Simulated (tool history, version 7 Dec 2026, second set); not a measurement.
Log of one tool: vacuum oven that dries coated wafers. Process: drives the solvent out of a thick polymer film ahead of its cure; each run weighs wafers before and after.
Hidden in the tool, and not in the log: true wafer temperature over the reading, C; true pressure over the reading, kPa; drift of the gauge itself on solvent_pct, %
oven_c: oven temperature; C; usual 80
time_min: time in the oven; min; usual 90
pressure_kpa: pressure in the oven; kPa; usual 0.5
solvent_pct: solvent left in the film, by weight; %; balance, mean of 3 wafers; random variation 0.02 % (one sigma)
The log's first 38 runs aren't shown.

run	hour	oven_c	time_min	pressure_kpa	hours of work since the thermocouples were calibrated	hours of work since the vacuum gauge was cleaned of residue	solvent_pct
39	2709.6	72	90	1.694	106	96	5.29
40	2796.9	72	90	1.694	171	160	5.28
41	2892	88	67	0.631	241	231	2.57
42	2969.4	80	110	1.54	298	288	2.53
43	3008.7	80	110	0.5	327	317	2.34
44	3090.6	93	90	0.5	388	378	0.86
45	3180.2	78	131	0.276	454	444	2.08
46	3247.2	88	59	0.96	504	493	3.23

Forecast each of these 4 alternatives for the next run:
A	3340	81	59	0.96	572	562	?
B	3340	94	59	0.738	572	562	?
C	3340	80	72	0.5	572	562	?
D	3340	78	90	1.668	572	562	?

run	solvent_pct
A	4.93
B	2.02
C	4.22
D	3.9
Without the tool's hidden state the same runs would have given:
run	solvent_pct
A	4.68
B	1.84
C	3.96
D	3.64
